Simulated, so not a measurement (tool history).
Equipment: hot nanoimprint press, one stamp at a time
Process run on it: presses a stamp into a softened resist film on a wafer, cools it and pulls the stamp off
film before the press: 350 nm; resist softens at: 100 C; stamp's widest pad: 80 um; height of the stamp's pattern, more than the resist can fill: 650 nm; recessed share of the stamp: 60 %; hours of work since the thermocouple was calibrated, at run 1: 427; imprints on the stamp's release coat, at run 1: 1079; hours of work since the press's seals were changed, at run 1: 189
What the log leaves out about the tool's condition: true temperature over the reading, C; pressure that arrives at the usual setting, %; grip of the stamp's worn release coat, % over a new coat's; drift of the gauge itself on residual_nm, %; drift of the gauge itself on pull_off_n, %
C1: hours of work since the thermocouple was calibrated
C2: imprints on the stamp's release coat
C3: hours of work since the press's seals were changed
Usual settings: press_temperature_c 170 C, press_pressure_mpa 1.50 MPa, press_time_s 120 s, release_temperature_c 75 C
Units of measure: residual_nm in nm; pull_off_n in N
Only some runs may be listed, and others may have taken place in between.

{"run": 1, "hour": 0.0, "press_temperature_c": 170, "press_pressure_mpa": 1.5, "press_time_s": 120, "release_temperature_c": 75, "C1": 427, "C2": 1079, "C3": 189, "residual_nm": 199.2, "pull_off_n": 209}
{"run": 2, "hour": 7.9, "press_temperature_c": 170, "press_pressure_mpa": 1.5, "press_time_s": 120, "release_temperature_c": 75, "C1": 433, "C2": 1124, "C3": 195, "residual_nm": 200.1, "pull_off_n": 209}
{"run": 3, "hour": 17.7, "press_temperature_c": 170, "press_pressure_mpa": 1.5, "press_time_s": 120, "release_temperature_c": 75, "C1": 440, "C2": 1178, "C3": 202, "residual_nm": 199.3, "pull_off_n": 209}
{"run": 4, "hour": 25.4, "press_temperature_c": 170, "press_pressure_mpa": 1.5, "press_time_s": 120, "release_temperature_c": 75, "C1": 446, "C2": 1221, "C3": 208, "residual_nm": 198.8, "pull_off_n": 215}
{"run": 5, "hour": 30.8, "press_temperature_c": 170, "press_pressure_mpa": 1.5, "press_time_s": 140, "release_temperature_c": 75, "C1": 450, "C2": 1252, "C3": 212, "residual_nm": 188.7, "pull_off_n": 209}
{"run": 6, "hour": 36.6, "press_temperature_c": 170, "press_pressure_mpa": 1.5, "press_time_s": 140, "release_temperature_c": 75, "C1": 455, "C2": 1285, "C3": 217, "residual_nm": 189.1, "pull_off_n": 215}
{"run": 7, "hour": 45.5, "press_temperature_c": 178, "press_pressure_mpa": 1.5, "press_time_s": 140, "release_temperature_c": 75, "C1": 461, "C2": 1335, "C3": 223, "residual_nm": 130.6, "pull_off_n": 222}
{"run": 8, "hour": 51.6, "press_temperature_c": 178, "press_pressure_mpa": 1.5, "press_time_s": 140, "release_temperature_c": 75, "C1": 466, "C2": 1369, "C3": 228, "residual_nm": 130.0, "pull_off_n": 214}
{"run": 9, "hour": 59.5, "press_temperature_c": 178, "press_pressure_mpa": 1.5, "press_time_s": 140, "release_temperature_c": 75, "C1": 472, "C2": 1413, "C3": 234, "residual_nm": 130.3, "pull_off_n": 217}
{"run": 10, "hour": 65.7, "press_temperature_c": 170, "press_pressure_mpa": 1.5, "press_time_s": 159, "release_temperature_c": 75, "C1": 477, "C2": 1448, "C3": 239, "residual_nm": 181.1, "pull_off_n": 223}
{"hour": 69.3, "done": "plate thermocouple calibrated"}
{"hour": 78.1, "done": "stamp cleaned and given a new release coat"}
{"run": 11, "hour": 79.9, "press_temperature_c": 170, "press_pressure_mpa": 1.1, "press_time_s": 120, "release_temperature_c": 75, "C1": 4, "C2": 10, "C3": 243, "residual_nm": 219.4, "pull_off_n": 159}
{"run": 12, "hour": 88.2, "press_temperature_c": 170, "press_pressure_mpa": 1.5, "press_time_s": 120, "release_temperature_c": 75, "C1": 10, "C2": 57, "C3": 249, "residual_nm": 197.8, "pull_off_n": 167}
{"run": 13, "hour": 96.6, "press_temperature_c": 170, "press_pressure_mpa": 1.5, "press_time_s": 120, "release_temperature_c": 75, "C1": 16, "C2": 104, "C3": 255, "residual_nm": 197.9, "pull_off_n": 164}
{"hour": 105.4, "done": "plate thermocouple calibrated, once more"}
{"run": 14, "hour": 106.6, "press_temperature_c": 170, "press_pressure_mpa": 1.5, "press_time_s": 120, "release_temperature_c": 63, "C1": 1, "C2": 143, "C3": 261, "residual_nm": 206.9, "pull_off_n": 192}
{"run": 15, "hour": 112.9, "press_temperature_c": 170, "press_pressure_mpa": 1.23, "press_time_s": 120, "release_temperature_c": 75, "C1": 6, "C2": 179, "C3": 266, "residual_nm": 219.4, "pull_off_n": 171}
{"run": 16, "hour": 121.4, "press_temperature_c": 170, "press_pressure_mpa": 1.23, "press_time_s": 120, "release_temperature_c": 75, "C1": 12, "C2": 227, "C3": 272, "residual_nm": 220.1, "pull_off_n": 185}
{"run": 17, "hour": 131.0, "press_temperature_c": 170, "press_pressure_mpa": 1.49, "press_time_s": 96, "release_temperature_c": 75, "C1": 19, "C2": 280, "C3": 279, "residual_nm": 221.3, "pull_off_n": 178}
{"run": 18, "hour": 136.2, "press_temperature_c": 170, "press_pressure_mpa": 2.13, "press_time_s": 66, "release_temperature_c": 75, "C1": 23, "C2": 310, "C3": 283, "residual_nm": 222.0, "pull_off_n": 178}
{"run": 19, "hour": 145.8, "press_temperature_c": 170, "press_pressure_mpa": 1.0, "press_time_s": 120, "release_temperature_c": 75, "C1": 31, "C2": 363, "C3": 291, "residual_nm": 233.9, "pull_off_n": 180}
{"run": 20, "hour": 152.0, "press_temperature_c": 169, "press_pressure_mpa": 1.66, "press_time_s": 63, "release_temperature_c": 62, "C1": 35, "C2": 398, "C3": 295, "residual_nm": 248.6, "pull_off_n": 194}
{"run": 21, "hour": 156.2, "press_temperature_c": 177, "press_pressure_mpa": 2.07, "press_time_s": 156, "release_temperature_c": 62, "C1": 39, "C2": 422, "C3": 299, "residual_nm": 118.4, "pull_off_n": 202}
{"run": 22, "hour": 160.5, "press_temperature_c": 172, "press_pressure_mpa": 1.42, "press_time_s": 164, "release_temperature_c": 62, "C1": 42, "C2": 446, "C3": 302, "residual_nm": 171.5, "pull_off_n": 203}
{"run": 23, "hour": 165.4, "press_temperature_c": 175, "press_pressure_mpa": 1.22, "press_time_s": 95, "release_temperature_c": 62, "C1": 46, "C2": 474, "C3": 306, "residual_nm": 195.4, "pull_off_n": 195}
{"run": 24, "hour": 173.0, "press_temperature_c": 177, "press_pressure_mpa": 1.54, "press_time_s": 120, "release_temperature_c": 75, "C1": 51, "C2": 516, "C3": 311, "residual_nm": 148.9, "pull_off_n": 184}
{"run": 25, "hour": 180.7, "press_temperature_c": 177, "press_pressure_mpa": 1.54, "press_time_s": 120, "release_temperature_c": 75, "C1": 57, "C2": 560, "C3": 317, "residual_nm": 150.8, "pull_off_n": 188}
{"run": 26, "hour": 189.7, "press_temperature_c": 170, "press_pressure_mpa": 1.5, "press_time_s": 97, "release_temperature_c": 61, "C1": 64, "C2": 610, "C3": 324, "residual_nm": 219.9, "pull_off_n": 216}
{"run": 27, "hour": 195.4, "press_temperature_c": 170, "press_pressure_mpa": 1.5, "press_time_s": 97, "release_temperature_c": 61, "C1": 69, "C2": 642, "C3": 328, "residual_nm": 219.5, "pull_off_n": 216}
{"run": 28, "hour": 203.7, "press_temperature_c": 175, "press_pressure_mpa": 1.71, "press_time_s": 97, "release_temperature_c": 61, "C1": 75, "C2": 689, "C3": 335, "residual_nm": 171.1, "pull_off_n": 207}
{"run": 29, "hour": 210.7, "press_temperature_c": 175, "press_pressure_mpa": 0.96, "press_time_s": 97, "release_temperature_c": 73, "C1": 80, "C2": 728, "C3": 340, "residual_nm": 209.8, "pull_off_n": 195}
{"run": 30, "hour": 217.8, "press_temperature_c": 170, "press_pressure_mpa": 1.5, "press_time_s": 187, "release_temperature_c": 75, "C1": 86, "C2": 768, "C3": 345, "residual_nm": 176.4, "pull_off_n": 191}

Subtracting, for every run, the result it would have given without the tool's unlogged condition from the measured result gives the following. The same run-to-run variation enters both numbers; the gauge's scatter may not:
run=1 residual_nm=-5.5 pull_off_n=+39
run=2 residual_nm=-5.6 pull_off_n=+40
run=3 residual_nm=-5.7 pull_off_n=+42
run=4 residual_nm=-5.7 pull_off_n=+45
run=5 residual_nm=-5.7 pull_off_n=+44
run=6 residual_nm=-5.7 pull_off_n=+47
run=7 residual_nm=-4.2 pull_off_n=+49
run=8 residual_nm=-4.2 pull_off_n=+49
run=9 residual_nm=-4.3 pull_off_n=+50
run=10 residual_nm=-5.8 pull_off_n=+53
run=11 residual_nm=-7.4 pull_off_n=-1
run=12 residual_nm=-7.1 pull_off_n=+1
run=13 residual_nm=-7.1 pull_off_n=+2
run=14 residual_nm=+1.3 pull_off_n=+5
run=15 residual_nm=+0.9 pull_off_n=+6
run=16 residual_nm=+0.9 pull_off_n=+8
run=17 residual_nm=+1.2 pull_off_n=+10
run=18 residual_nm=+1.9 pull_off_n=+11
run=19 residual_nm=+0.3 pull_off_n=+13
run=20 residual_nm=+1.1 pull_off_n=+16
run=21 residual_nm=+1.5 pull_off_n=+17
run=22 residual_nm=+0.9 pull_off_n=+18
run=23 residual_nm=+0.6 pull_off_n=+18
run=24 residual_nm=+1.0 pull_off_n=+18
run=25 residual_nm=+0.9 pull_off_n=+21
run=26 residual_nm=+0.8 pull_off_n=+25
run=27 residual_nm=+0.8 pull_off_n=+27
run=28 residual_nm=+1.2 pull_off_n=+27
run=29 residual_nm=-0.1 pull_off_n=+26
run=30 residual_nm=+0.7 pull_off_n=+27

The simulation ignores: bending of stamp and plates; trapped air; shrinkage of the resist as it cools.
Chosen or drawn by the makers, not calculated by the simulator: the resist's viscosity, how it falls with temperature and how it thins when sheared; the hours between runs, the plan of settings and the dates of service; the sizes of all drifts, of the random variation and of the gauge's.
